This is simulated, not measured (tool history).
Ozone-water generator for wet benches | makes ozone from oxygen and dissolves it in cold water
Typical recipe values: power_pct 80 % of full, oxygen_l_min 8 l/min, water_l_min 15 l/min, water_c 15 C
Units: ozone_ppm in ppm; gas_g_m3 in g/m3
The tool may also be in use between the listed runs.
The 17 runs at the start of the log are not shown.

Run 18, hour 778.8: usual settings but water_c 14 C. Result: ozone_ppm 30 ppm, gas_g_m3 176.9 g/m3.
Run 19, hour 824: usual settings but power_pct 84 % of full, oxygen_l_min 11.46 l/min, water_c 14 C. Result: ozone_ppm 31.8 ppm, gas_g_m3 163.7 g/m3.
Run 20, hour 875.8: usual settings but power_pct 84 % of full, oxygen_l_min 11.46 l/min, water_c 16 C. Result: ozone_ppm 30.1 ppm, gas_g_m3 162.8 g/m3.
Run 21, hour 940.2: usual settings but power_pct 84 % of full, oxygen_l_min 11.46 l/min, water_l_min 10 l/min, water_c 16 C. Result: ozone_ppm 35.6 ppm, gas_g_m3 161.7 g/m3.
Run 22, hour 1003: usual settings but power_pct 92 % of full, oxygen_l_min 9.94 l/min, water_l_min 10 l/min, water_c 16 C. Result: ozone_ppm 39.2 ppm, gas_g_m3 185.5 g/m3.
Run 23, hour 1060.2: usual settings but power_pct 44 % of full, water_l_min 10 l/min. Result: ozone_ppm 21.5 ppm, gas_g_m3 105.2 g/m3.
Run 24, hour 1119: usual settings but power_pct 61 % of full, water_l_min 10 l/min, water_c 9 C. Result: ozone_ppm 32.4 ppm, gas_g_m3 137.5 g/m3.
Run 25, hour 1166.1: usual settings but power_pct 73 % of full, oxygen_l_min 8.55 l/min, water_l_min 10 l/min, water_c 9 C. Result: ozone_ppm 37.3 ppm, gas_g_m3 158.4 g/m3.
Run 26, hour 1204.6: usual settings but power_pct 54 % of full, oxygen_l_min 7.68 l/min, water_l_min 10 l/min, water_c 10 C. Result: ozone_ppm 28.4 ppm, gas_g_m3 126.2 g/m3.
Run 27, hour 1242.7: usual settings but power_pct 54 % of full, oxygen_l_min 7.68 l/min, water_l_min 10 l/min, water_c 10 C. Result: ozone_ppm 28.4 ppm, gas_g_m3 125.3 g/m3.
Run 28, hour 1292.1: usual settings but power_pct 72 % of full, oxygen_l_min 6.41 l/min, water_l_min 10 l/min, water_c 11 C. Result: ozone_ppm 35 ppm, gas_g_m3 171.1 g/m3.
Run 29, hour 1321.6: usual settings but oxygen_l_min 8.92 l/min, water_l_min 11 l/min. Result: ozone_ppm 34 ppm, gas_g_m3 169.7 g/m3.
Run 30, hour 1376.1: usual settings but power_pct 79 % of full, oxygen_l_min 8.92 l/min, water_l_min 21 l/min. Result: ozone_ppm 23.8 ppm, gas_g_m3 165.3 g/m3.
Run 31, hour 1427.6: usual settings but oxygen_l_min 6.46 l/min. Result: ozone_ppm 28.5 ppm, gas_g_m3 184.4 g/m3.
At hour 1454.9: water thermometer calibrated.
Run 32, hour 1493.2: usual settings but power_pct 71 % of full, oxygen_l_min 6.38 l/min. Result: ozone_ppm 25.6 ppm, gas_g_m3 168.3 g/m3.

Forecast each of these 4 alternatives for the next run:
Run A, hour 1547.3: usual settings but power_pct 84 % of full, water_l_min 14 l/min, water_c 12 C. Result: ozone_ppm ?, gas_g_m3 ?.
Run B, hour 1547.3: usual settings but power_pct 88 % of full, oxygen_l_min 13.71 l/min, water_l_min 21 l/min. Result: ozone_ppm ?, gas_g_m3 ?.
Run C, hour 1547.3: usual settings but power_pct 71 % of full, oxygen_l_min 6.38 l/min, water_c 16 C. Result: ozone_ppm ?, gas_g_m3 ?.
Run D, hour 1547.3: usual settings but power_pct 71 % of full, oxygen_l_min 12.77 l/min. Result: ozone_ppm ?, gas_g_m3 ?.

run  ozone_ppm  gas_g_m3
  A       32.9     180.1
  B       27.3     157.7
  C       25.2     168.1
  D       26.5     136.1
With no hidden state in the tool, these same runs would have given:
run  ozone_ppm  gas_g_m3
  A       34.6     188.4
  B       28.9     165.3
  C       26.4     174.9
  D       27.8     141.6
